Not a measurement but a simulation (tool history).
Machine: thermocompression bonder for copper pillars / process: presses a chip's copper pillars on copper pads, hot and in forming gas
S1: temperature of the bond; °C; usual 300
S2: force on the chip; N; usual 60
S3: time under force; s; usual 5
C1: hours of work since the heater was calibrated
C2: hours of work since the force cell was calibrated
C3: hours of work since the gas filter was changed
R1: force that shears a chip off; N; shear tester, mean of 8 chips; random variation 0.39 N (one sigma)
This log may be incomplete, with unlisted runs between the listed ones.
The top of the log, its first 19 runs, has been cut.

run,hour,S1,S2,S3,C1,C2,C3,R1
# hour 178.6: heater calibrated with a thermocouple chip, once more
20,182.4,300,40,5,3,450,60,63
21,193.2,327,51,5,11,458,68,95.4
22,203.8,322,84,6,20,467,77,124.1
23,213,320,45,6,27,474,84,87.1
24,222.6,300,58,5,35,481,92,87
25,229.2,278,38,8,40,486,97,56.3
26,242,283,82,4,50,497,107,93.1
27,249.2,283,82,4,56,502,113,93.2
28,261.2,326,36,13,65,512,122,93.3
29,273.6,326,36,3,75,521,132,58.3
30,279,326,36,3,79,526,136,58.1
31,291.4,320,43,11,89,536,146,96.6
32,297.3,320,43,11,93,540,150,96.1
33,305.8,312,80,3,100,547,157,102.4
34,312.4,307,70,5,105,552,162,101.8
35,321.4,300,46,7,112,559,169,77.4
# hour 324.6: forming gas filter changed
36,332.5,316,60,4,121,567,6,97.1
37,339.9,306,60,5,127,573,12,96.2
38,352.3,274,60,12,136,583,22,96.1
39,365.1,289,60,3,146,593,32,71.9

Predict each of these 5 candidate next runs independently; none follows another, all start after run 39:
A,375.5,277,60,3,155,601,40,?
B,375.5,303,60,13,155,601,40,?
C,375.5,273,59,3,155,601,40,?
D,375.5,270,60,3,155,601,40,?
E,375.5,289,60,9,155,601,40,?

run,R1
A,63.4
B,114.2
C,59.5
D,59.3
E,98.9
With no hidden state in the tool, these same runs would have given:
run,R1
A,66.3
B,117.4
C,62.3
D,62
E,102.4

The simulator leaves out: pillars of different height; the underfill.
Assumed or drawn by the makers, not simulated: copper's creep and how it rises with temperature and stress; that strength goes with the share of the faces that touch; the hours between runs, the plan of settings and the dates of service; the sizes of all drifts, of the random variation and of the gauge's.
